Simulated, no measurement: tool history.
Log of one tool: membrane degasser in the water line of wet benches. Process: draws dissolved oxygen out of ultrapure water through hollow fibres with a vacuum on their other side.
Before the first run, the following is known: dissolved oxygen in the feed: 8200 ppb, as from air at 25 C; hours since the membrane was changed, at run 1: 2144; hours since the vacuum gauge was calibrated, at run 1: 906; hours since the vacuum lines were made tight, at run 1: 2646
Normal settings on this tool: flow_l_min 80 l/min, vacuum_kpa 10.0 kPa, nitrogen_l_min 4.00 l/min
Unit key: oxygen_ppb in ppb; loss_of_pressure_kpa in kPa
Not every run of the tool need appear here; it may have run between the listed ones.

run    hour  flow_l_min  vacuum_kpa  nitrogen_l_min  hours since the membrane was changed  hours since the vacuum gauge was calibrated  hours since the vacuum lines were made tight  oxygen_ppb  loss_of_pressure_kpa
  1     0.0          80        10.0            4.00                                  2144                                          906                                          2646       335.7                 41.94
  2    74.0          80        10.0            4.00                                  2218                                          980                                          2720       337.8                 41.77
  3   147.3          80        10.0            4.00                                  2291                                         1053                                          2793       330.7                 41.85
  4   197.5          80        10.0            4.00                                  2341                                         1104                                          2844       335.1                 41.92
  5   247.3         115        10.0            4.00                                  2391                                         1153                                          2893       481.7                 60.07
  6   307.0         115        10.0            4.00                                  2451                                         1213                                          2953       483.7                 59.71
  7   399.0          62        10.0            4.00                                  2543                                         1305                                          3045       254.6                 32.34
  8   459.3          80        10.0           10.92                                  2603                                         1365                                          3105       162.1                 41.76
  9   538.6          80        10.0            4.00                                  2682                                         1445                                          3185       339.0                 41.68
 10   599.5          80        10.0            4.00                                  2743                                         1505                                          3246       334.8                 41.52
 11   662.9          53        10.0            4.00                                  2806                                         1569                                          3309       220.3                 27.58
 12   758.1          53        10.0            4.00                                  2902                                         1664                                          3404       217.4                 27.51
 13   830.4          53        10.0            4.00                                  2974                                         1736                                          3477       221.1                 27.35
 14   880.7          80         8.5            4.00                                  3024                                         1787                                          3527       277.2                 41.18
 15   972.0          80        20.8            4.00                                  3116                                         1878                                          3618       752.2                 41.03
 16  1024.2          80        10.0            4.00                                  3168                                         1930                                          3670       333.8                 41.24
 17  1101.0          52        10.0            4.93                                  3245                                         2007                                          3747       181.0                 26.99
 18  1193.1          61        10.0            2.44                                  3337                                         2099                                          3839       374.0                 31.41
 19  1232.6          72        11.2            2.58                                  3376                                         2139                                          3879       494.0                 37.12
 20  1315.0          71        10.0            4.00                                  3459                                         2221                                          3961       303.4                 36.34
 21  1359.5          61         7.5            2.24                                  3503                                         2266                                          4006       267.2                 30.98
 22  1415.3          66         9.3           10.33                                  3559                                         2321                                          4061       120.0                 34.25
 23  1489.4          66         9.3           10.33                                  3633                                         2395                                          4136       117.4                 33.69
 24  1566.6          90         9.3           10.33                                  3710                                         2473                                          4213       177.5                 46.19
 25  1625.2          90         9.3           10.33                                  3769                                         2531                                          4271       179.4                 45.84
 26  1699.3          89        10.0            5.68                                  3843                                         2605                                          4345       290.3                 45.77
 27  1755.2          91        10.0           10.41                                  3899                                         2661                                          4401       197.0                 46.74
 28  1812.3          91        10.0           10.41                                  3956                                         2718                                          4458       191.2                 46.56
 29  1889.9          91        11.9            5.65                                  4033                                         2796                                          4536       364.8                 46.58
 30  1957.0          92         8.8            4.00                                  4101                                         2863                                          4603       329.8                 46.87
     2037.1  -- gauge calibrated
 31  2046.7          80        12.8            8.52                                  4190                                         2953                                          4693       248.7                 41.76

Each row is a separate what-if for the run after 31, all from the same tool condition, not one after another. Results?
  A  2113.2          82        18.7            4.00                                  4257                                         3019                                          4759           ?                     ?
  B  2113.2          80        12.8            1.78                                  4257                                         3019                                          4759           ?                     ?
  C  2113.2          98         8.1            4.79                                  4257                                         3019                                          4759           ?                     ?
  D  2113.2          77        12.8            8.52                                  4257                                         3019                                          4759           ?                     ?

run  oxygen_ppb  loss_of_pressure_kpa
  A       690.5                 42.94
  B       813.9                 41.70
  C       280.0                 51.04
  D       236.7                 40.48
Stripped of hidden state, with their random variation kept, the same runs would have yielded:
run  oxygen_ppb  loss_of_pressure_kpa
  A       690.4                 42.97
  B       813.7                 41.73
  C       279.9                 51.09
  D       236.6                 40.52
